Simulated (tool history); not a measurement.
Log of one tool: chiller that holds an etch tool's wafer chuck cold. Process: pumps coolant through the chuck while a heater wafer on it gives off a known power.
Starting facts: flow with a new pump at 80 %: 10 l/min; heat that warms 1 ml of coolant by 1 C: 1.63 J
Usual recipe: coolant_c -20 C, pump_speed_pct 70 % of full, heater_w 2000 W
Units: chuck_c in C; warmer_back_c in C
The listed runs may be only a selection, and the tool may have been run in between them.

Run 1, hour 0: usual settings. Result: chuck_c 0.3 C, warmer_back_c 8.63 C.
Run 2, hour 21.5: usual settings. Result: chuck_c 0.6 C, warmer_back_c 8.58 C.
Run 3, hour 43.9: usual settings. Result: chuck_c 0.4 C, warmer_back_c 8.63 C.
Run 4, hour 66.6: usual settings but pump_speed_pct 84 % of full. Result: chuck_c -2.9 C, warmer_back_c 7.07 C.
Run 5, hour 95.2: usual settings but pump_speed_pct 84 % of full. Result: chuck_c -2.8 C, warmer_back_c 7.04 C.
Run 6, hour 125.4: usual settings but pump_speed_pct 84 % of full. Result: chuck_c -2.7 C, warmer_back_c 7.1 C.
Run 7, hour 148.5: usual settings but coolant_c -28 C, pump_speed_pct 84 % of full. Result: chuck_c -10.9 C, warmer_back_c 7 C.
Run 8, hour 179.6: usual settings but coolant_c -12 C. Result: chuck_c 8.6 C, warmer_back_c 8.64 C.
Run 9, hour 196: usual settings but coolant_c -12 C, pump_speed_pct 92 % of full. Result: chuck_c 3.9 C, warmer_back_c 6.36 C.
Run 10, hour 219.1: usual settings but coolant_c -12 C, pump_speed_pct 92 % of full. Result: chuck_c 3.7 C, warmer_back_c 6.36 C.
Run 11, hour 247.4: usual settings but coolant_c -12 C, pump_speed_pct 92 % of full. Result: chuck_c 3.9 C, warmer_back_c 6.43 C.
Run 12, hour 269.5: usual settings but coolant_c -12 C, pump_speed_pct 92 % of full. Result: chuck_c 3.6 C, warmer_back_c 6.46 C.
Run 13, hour 299.9: usual settings but coolant_c -13 C, pump_speed_pct 66 % of full, heater_w 2699 W. Result: chuck_c 16.3 C, warmer_back_c 12.58 C.
Run 14, hour 327.6: usual settings but coolant_c -23 C, pump_speed_pct 74 % of full, heater_w 2131 W. Result: chuck_c -2.4 C, warmer_back_c 8.64 C.
Run 15, hour 345.5: usual settings but coolant_c -23 C, pump_speed_pct 74 % of full, heater_w 1221 W. Result: chuck_c -10.8 C, warmer_back_c 5.02 C.
Run 16, hour 361.4: usual settings but pump_speed_pct 84 % of full, heater_w 2627 W. Result: chuck_c 2.8 C, warmer_back_c 9.25 C.
Run 17, hour 388.9: usual settings but pump_speed_pct 78 % of full, heater_w 1123 W. Result: chuck_c -9.5 C, warmer_back_c 4.31 C.
Run 18, hour 415: usual settings but coolant_c -23 C, pump_speed_pct 93 % of full, heater_w 1810 W. Result: chuck_c -8.8 C, warmer_back_c 5.78 C.
Run 19, hour 428.5: usual settings but pump_speed_pct 74 % of full, heater_w 1028 W. Result: chuck_c -9.7 C, warmer_back_c 4.18 C.
Run 20, hour 448.7: usual settings but heater_w 1896 W. Result: chuck_c -0.1 C, warmer_back_c 8.19 C.
Run 21, hour 465.8: usual settings but heater_w 1896 W. Result: chuck_c -0.4 C, warmer_back_c 8.26 C.
Run 22, hour 489.2: usual settings but coolant_c -13 C. Result: chuck_c 7.7 C, warmer_back_c 8.62 C.
Run 23, hour 505.8: usual settings but coolant_c -11 C, pump_speed_pct 61 % of full, heater_w 1384 W. Result: chuck_c 5.7 C, warmer_back_c 6.95 C.

Consider 3 possible next runs. They are alternatives, not a sequence: every one starts from the tool as it was left by run 23. What does each give?
Run A, hour 536.8: usual settings but heater_w 1799 W. Result: chuck_c ?, warmer_back_c ?.
Run B, hour 536.8: usual settings but coolant_c -11 C, pump_speed_pct 75 % of full, heater_w 1384 W. Result: chuck_c ?, warmer_back_c ?.
Run C, hour 536.8: usual settings but coolant_c -19 C, pump_speed_pct 67 % of full. Result: chuck_c ?, warmer_back_c ?.

run  chuck_c  warmer_back_c
  A     -1.2           7.81
  B      2.7           5.57
  C      2.9           9.09
The same runs, with their run-to-run variation unchanged, on a tool lacking any hidden condition would have given:
run  chuck_c  warmer_back_c
  A     -3.4           7.66
  B        1           5.46
  C      0.4           8.92
